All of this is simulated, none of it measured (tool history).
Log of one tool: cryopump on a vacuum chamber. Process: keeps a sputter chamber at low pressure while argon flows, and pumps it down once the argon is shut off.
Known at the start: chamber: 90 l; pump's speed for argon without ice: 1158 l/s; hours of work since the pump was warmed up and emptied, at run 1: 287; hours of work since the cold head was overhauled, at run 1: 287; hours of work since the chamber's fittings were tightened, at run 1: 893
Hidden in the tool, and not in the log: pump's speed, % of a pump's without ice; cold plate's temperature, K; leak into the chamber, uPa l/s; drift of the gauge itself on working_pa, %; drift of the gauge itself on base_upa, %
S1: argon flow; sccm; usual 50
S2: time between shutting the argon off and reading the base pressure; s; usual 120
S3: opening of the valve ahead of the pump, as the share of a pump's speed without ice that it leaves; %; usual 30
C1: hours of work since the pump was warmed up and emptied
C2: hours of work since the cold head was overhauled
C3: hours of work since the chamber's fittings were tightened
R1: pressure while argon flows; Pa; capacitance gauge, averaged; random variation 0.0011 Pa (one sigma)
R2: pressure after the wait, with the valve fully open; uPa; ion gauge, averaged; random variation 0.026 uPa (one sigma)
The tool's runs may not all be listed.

run	hour	S1	S2	S3	C1	C2	C3	R1	R2
1	0	50	120	30	287	287	893	0.2488	2.02
2	17.6	50	120	30	301	301	907	0.2477	2.02
3	53.2	50	120	30	330	330	936	0.2492	2.1
4	87.7	50	120	30	358	358	964	0.2491	2.15
5	124.5	50	120	56	388	388	994	0.1367	2.14
6	162.7	50	120	56	419	419	1025	0.1368	2.11
7	193.4	23	120	30	444	444	1050	0.1149	2.19
8	220.1	91	120	31	466	466	1072	0.4409	2.21
9	255.2	50	49	18	495	495	1100	0.4116	3.45
10	293.4	41	37	18	526	526	1131	0.3397	4.2
11	318.7	24	120	40	546	546	1152	0.0918	2.31
12	354	50	151	21	575	575	1180	0.3568	2.15
13	370.3	50	60	41	588	588	1194	0.185	3.2

Forecast each of these 5 alternatives for the next run:
A	399.9	65	295	21	612	612	1218	?	?
B	399.9	50	77	30	612	612	1218	?	?
C	399.9	26	242	57	612	612	1218	?	?
D	399.9	30	120	27	612	612	1218	?	?
E	399.9	50	28	30	612	612	1218	?	?

run	R1	R2
A	0.461	1.86
B	0.2513	2.92
C	0.0701	1.95
D	0.1677	2.37
E	0.2539	5.22
Without the tool's hidden state the same runs would have given:
run	R1	R2
A	0.4496	0.65
B	0.2425	1.66
C	0.0655	0.69
D	0.1624	1.13
E	0.2451	3.98

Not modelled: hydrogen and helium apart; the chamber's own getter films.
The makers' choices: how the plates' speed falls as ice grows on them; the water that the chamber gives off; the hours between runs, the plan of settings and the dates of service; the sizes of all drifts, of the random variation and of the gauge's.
